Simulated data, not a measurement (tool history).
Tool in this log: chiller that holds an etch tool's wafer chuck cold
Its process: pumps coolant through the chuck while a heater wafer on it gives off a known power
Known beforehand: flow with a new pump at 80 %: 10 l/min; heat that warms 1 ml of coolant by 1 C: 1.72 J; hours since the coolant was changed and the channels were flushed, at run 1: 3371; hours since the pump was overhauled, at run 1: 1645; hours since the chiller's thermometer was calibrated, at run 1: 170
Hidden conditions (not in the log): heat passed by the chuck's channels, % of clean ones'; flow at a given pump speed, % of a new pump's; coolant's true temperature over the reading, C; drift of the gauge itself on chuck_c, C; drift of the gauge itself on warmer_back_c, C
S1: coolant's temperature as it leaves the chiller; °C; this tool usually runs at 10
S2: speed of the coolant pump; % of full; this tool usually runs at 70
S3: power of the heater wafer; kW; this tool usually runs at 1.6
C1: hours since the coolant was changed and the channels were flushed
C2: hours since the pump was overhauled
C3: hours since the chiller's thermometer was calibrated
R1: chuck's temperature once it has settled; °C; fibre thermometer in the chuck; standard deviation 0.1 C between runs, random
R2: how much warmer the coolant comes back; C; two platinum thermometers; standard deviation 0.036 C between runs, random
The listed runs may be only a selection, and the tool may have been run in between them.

run    hour  S1  S2     S3    C1    C2    C3    R1    R2
  1       0  10  70    1.6  3371  1645   170  33.8   6.7
  2    22.6  10  64    1.6  3394  1667   192    36  7.33
  3    58.6  10  64    1.6  3430  1703   228  35.9  7.35
  4    91.9  10  70  1.517  3463  1737   261  32.9   6.3
  5   119.8  10  70  0.918  3491  1765   289  23.8  3.83
  6   157.8   9  70  0.918  3529  1803   327  22.7  3.82
  7   181.3   9  70  0.918  3553  1826   351  22.8  3.83
  8   227.8   3  70    1.6  3599  1873   397    27  6.63
  9   271.9   3  70    1.6  3643  1917   441  27.4  6.65
 10   319.7  10  70    1.6  3691  1965   489  34.1  6.67
 11   342.6  18  70    1.6  3714  1988   512  42.1  6.71
 12   369.9  18  70    1.6  3741  2015   539  42.4  6.64
 13   408.5   5  70    1.6  3780  2053   578  29.5  6.68
 14   431.7  10  70    1.6  3803  2077   601  34.5  6.76
 15   477.3  10  70    1.6  3849  2122   647  34.5  6.66
      484.9  -- coolant pump overhauled
 16   508.2  10  70    1.6  3874    23   673  34.7   6.8
 17   529.6  10  70    1.6  3896    45   694  34.7  6.81
 18   557.2  10  89  1.924  3923    72   722  34.2  6.29
 19   586.4  10  89  1.924  3953   102   751  34.3  6.26
 20   623.5  10  89  1.924  3990   139   788  34.2  6.26
 21     660   7  62  1.472  4026   175   825  32.7  7.14
 22   685.4  10  73  1.608  4052   200   850  34.2  6.51
 23   706.9  10  70  1.162  4073   222   871  28.2  4.93
      748.6  -- coolant pump overhauled, once more
 24   755.9  10  70  1.162  4117     7   915  27.6  4.69
 25   781.5  10  70  1.162  4143    33   941  27.7   4.7
 26   826.7  10  70  1.162  4188    78   986  27.5  4.66
 27   866.3  15  85  2.329  4228   118  1026  44.5   7.6
 28   894.5  11  62    1.6  4256   146  1054  37.8  7.38
 29   923.2  11  62    1.6  4284   175  1083  37.9  7.43
 30   949.1  15  70  1.899  4310   200  1109  43.6  7.68
 31     976   3  66  1.714  4337   227  1136  30.4  7.37
 32  1018.9  13  70  1.523  4380   270  1179  36.2  6.12

Selected run-to-run steps in R1, each split into two signed amounts: the part the tool would show with no hidden state at all (from settings, incoming material and random variation), and the remainder, which goes to the hidden state together with any gauge scatter not common to the measured and the hidden-state-free results:
Run 4 -> 5: S3 1.517 -> 0.918. R1 -9.1 °C: hidden state -1.1, all else -8.
Run 7 -> 8: S1 9 -> 3, S3 0.918 -> 1.6. R1 +4.2 °C: hidden state +1.2, all else +3.
Run 12 -> 13: S1 18 -> 5. R1 -12.9 °C: hidden state +0.1, all else -13.
Run 26 -> 27: S1 10 -> 15, S2 70 -> 85, S3 1.162 -> 2.329. R1 +17 °C: hidden state +1.5, all else +15.5.
Run 30 -> 31: S1 15 -> 3, S2 70 -> 66, S3 1.899 -> 1.714. R1 -13.2 °C: hidden state -0.2, all else -13.
